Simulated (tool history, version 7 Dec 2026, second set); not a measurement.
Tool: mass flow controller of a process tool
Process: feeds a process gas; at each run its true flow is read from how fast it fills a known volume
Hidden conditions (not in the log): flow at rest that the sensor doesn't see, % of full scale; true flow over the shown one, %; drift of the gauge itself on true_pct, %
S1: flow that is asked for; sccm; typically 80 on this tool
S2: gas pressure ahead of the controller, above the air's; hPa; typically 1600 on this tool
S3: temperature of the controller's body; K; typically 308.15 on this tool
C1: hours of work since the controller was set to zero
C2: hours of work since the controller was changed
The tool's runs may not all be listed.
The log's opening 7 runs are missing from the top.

Run 8, hour 2480.2: usual settings but S3 304.15 K; C1 2610; C2 2610. Result: true flow (%) 100.87.
Run 9, hour 2692.0: usual settings but S2 2060 hPa; C1 2749; C2 2749. Result: true flow (%) 101.24.
Run 10, hour 3048.3: usual settings but S2 2060 hPa; C1 2984; C2 2984. Result: true flow (%) 101.40.
Run 11, hour 3320.8: usual settings but S2 1890 hPa; C1 3164; C2 3164. Result: true flow (%) 101.56.
Run 12, hour 3647.8: usual settings; C1 3380; C2 3380. Result: true flow (%) 101.62.
Run 13, hour 4066.3: usual settings; C1 3656; C2 3656. Result: true flow (%) 101.54.
Run 14, hour 4554.4: usual settings; C1 3978; C2 3978. Result: true flow (%) 101.93.
Run 15, hour 4781.8: usual settings; C1 4128; C2 4128. Result: true flow (%) 102.00.
Run 16, hour 5079.4: usual settings; C1 4324; C2 4324. Result: true flow (%) 102.05.
Run 17, hour 5502.5: usual settings but S1 23 sccm, S3 295.15 K; C1 4603; C2 4603. Result: true flow (%) 103.03.
Run 18, hour 5941.4: usual settings but S1 29 sccm, S2 1690 hPa, S3 297.15 K; C1 4892; C2 4892. Result: true flow (%) 102.72.
Run 19, hour 6208.2: usual settings but S1 131 sccm, S2 1630 hPa; C1 5068; C2 5068. Result: true flow (%) 102.26.
Run 20, hour 6466.2: usual settings but S1 131 sccm, S2 1630 hPa; C1 5238; C2 5238. Result: true flow (%) 102.41.
At hour 6653.6: controller's zero set anew.
Run 21, hour 6937.8: usual settings but S1 131 sccm, S2 1630 hPa; C1 187; C2 5549. Result: true flow (%) 101.70.
Run 22, hour 7262.2: usual settings but S1 32 sccm, S2 1680 hPa, S3 307.15 K; C1 401; C2 5763. Result: true flow (%) 101.03.
Run 23, hour 7701.9: usual settings but S1 183 sccm, S2 2790 hPa; C1 691; C2 6053. Result: true flow (%) 102.09.

The next listed run, before its measurement:
Run 24, hour 8148.4: usual settings but S1 83 sccm, S2 2790 hPa; C1 986; C2 6347. Result: true flow (%) ?.

{"run 24": {"true flow (%)": 101.46}}
If the tool had no hidden condition, the same run with the same run-to-run variation would have returned true flow (%) 99.89.

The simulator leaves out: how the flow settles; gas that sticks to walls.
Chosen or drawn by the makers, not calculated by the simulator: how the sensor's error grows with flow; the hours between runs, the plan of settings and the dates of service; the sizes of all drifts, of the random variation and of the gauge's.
